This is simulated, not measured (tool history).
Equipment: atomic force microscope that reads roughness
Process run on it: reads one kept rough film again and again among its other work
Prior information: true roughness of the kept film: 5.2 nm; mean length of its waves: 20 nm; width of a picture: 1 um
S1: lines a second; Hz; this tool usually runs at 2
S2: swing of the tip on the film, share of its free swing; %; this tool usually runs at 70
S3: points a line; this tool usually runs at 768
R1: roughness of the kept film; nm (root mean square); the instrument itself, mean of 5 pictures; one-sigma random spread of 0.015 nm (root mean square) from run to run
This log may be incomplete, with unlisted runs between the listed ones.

run     day    S1  S2   S3     R1
  1       0     2  70  768  2.254
      0.275  -- new tip fitted
  2   2.658     2  70  768  2.317
      2.946  -- new tip fitted
  3   4.542     2  70  768  2.493
        5.5  -- new tip fitted
  4   6.642     2  70  768  2.735
      8.167  -- new tip fitted
  5   9.729     2  73  768  2.434
     10.604  -- new tip fitted
     13.267  -- new tip fitted
  6  13.292     2  73  768   3.37
     15.725  -- new tip fitted
  7  16.392     2  70  768  2.988
     18.217  -- new tip fitted
  8  18.617     2  70  768   3.14
  9  20.542  0.57  63  328  2.447
     20.904  -- new tip fitted
 10  22.496  0.57  63  328  2.568
     23.617  -- new tip fitted
     25.062  -- height scale calibrated on a step standard
 11  25.846  0.57  63  328  2.523
     26.221  -- new tip fitted
     28.729  -- new tip fitted
 12  29.358  1.92  70  822  3.067
     31.267  -- new tip fitted
 13   32.65  0.73  76  930  2.767
     33.721  -- new tip fitted
 14  34.608  1.28  69  768  3.014
     36.262  -- new tip fitted
 15   37.65  2.63  70  524  2.578
     38.746  -- new tip fitted
 16  39.717  1.18  70  293  2.885

Measured minus without-hidden-state, run by run (identical run-to-run variation in each term; gauge scatter may differ):
Hidden conditions of the tool in this case: radius of the tip, nm; height scale over the true one, %; drift of the gauge itself on roughness_nm, %.
run      R1
  1  -1.277
  2  -1.217
  3  -1.065
  4  -0.806
  5  -1.044
  6  -0.123
  7   -0.53
  8   -0.39
  9  -1.231
 10  -1.106
 11  -1.149
 12  -0.495
 13  -0.896
 14  -0.616
 15  -0.846
 16  -0.679

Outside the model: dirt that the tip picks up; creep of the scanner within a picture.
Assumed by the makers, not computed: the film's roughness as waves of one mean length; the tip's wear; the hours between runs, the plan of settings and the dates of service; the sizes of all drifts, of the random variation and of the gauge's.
